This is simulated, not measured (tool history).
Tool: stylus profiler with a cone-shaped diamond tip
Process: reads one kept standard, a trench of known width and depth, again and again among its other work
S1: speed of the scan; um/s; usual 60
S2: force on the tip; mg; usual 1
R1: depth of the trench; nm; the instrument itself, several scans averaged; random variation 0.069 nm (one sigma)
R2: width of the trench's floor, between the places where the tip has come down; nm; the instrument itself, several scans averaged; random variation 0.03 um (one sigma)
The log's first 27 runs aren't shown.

run	hour	S1	S2	R1	R2
28	268.5	60	1.04	502.48	96630
29	277	152	0.83	502.21	95740
30	290.6	183	0.6	501.85	95290
31	298	183	0.6	501.89	95210
32	308.8	234	0.89	502.36	95070
33	320.7	33	2.94	505.01	96930
34	334.1	33	2.94	505.01	96880
35	343.1	52	0.8	502.24	96630
36	349.6	46	0.48	501.6	96470
37	360.3	46	0.48	501.66	96530
38	374.6	225	1.53	503.39	95630
39	382.1	201	1.25	502.99	95700
40	391.6	201	1.25	503.03	95630
41	405.2	32	2.1	504.1	96790
42	418.9	42	0.84	502.39	96640
43	430.2	42	0.84	502.4	96630
44	439.8	42	0.84	502.62	96650
45	446.4	22	0.49	501.73	96720
46	456.3	148	1.89	503.87	96140

3 ways to go on from here, each from the tool as it stands after run 46. What would each give?
A	467.2	114	1.89	?	?
B	467.2	60	1	?	?
C	467.2	55	1.51	?	?

run	R1	R2
A	504.02	96360
B	502.78	96500
C	503.42	96640
Without the tool's hidden state the same runs would have given:
run	R1	R2
A	503.54	96750
B	502.3	96880
C	502.94	97020

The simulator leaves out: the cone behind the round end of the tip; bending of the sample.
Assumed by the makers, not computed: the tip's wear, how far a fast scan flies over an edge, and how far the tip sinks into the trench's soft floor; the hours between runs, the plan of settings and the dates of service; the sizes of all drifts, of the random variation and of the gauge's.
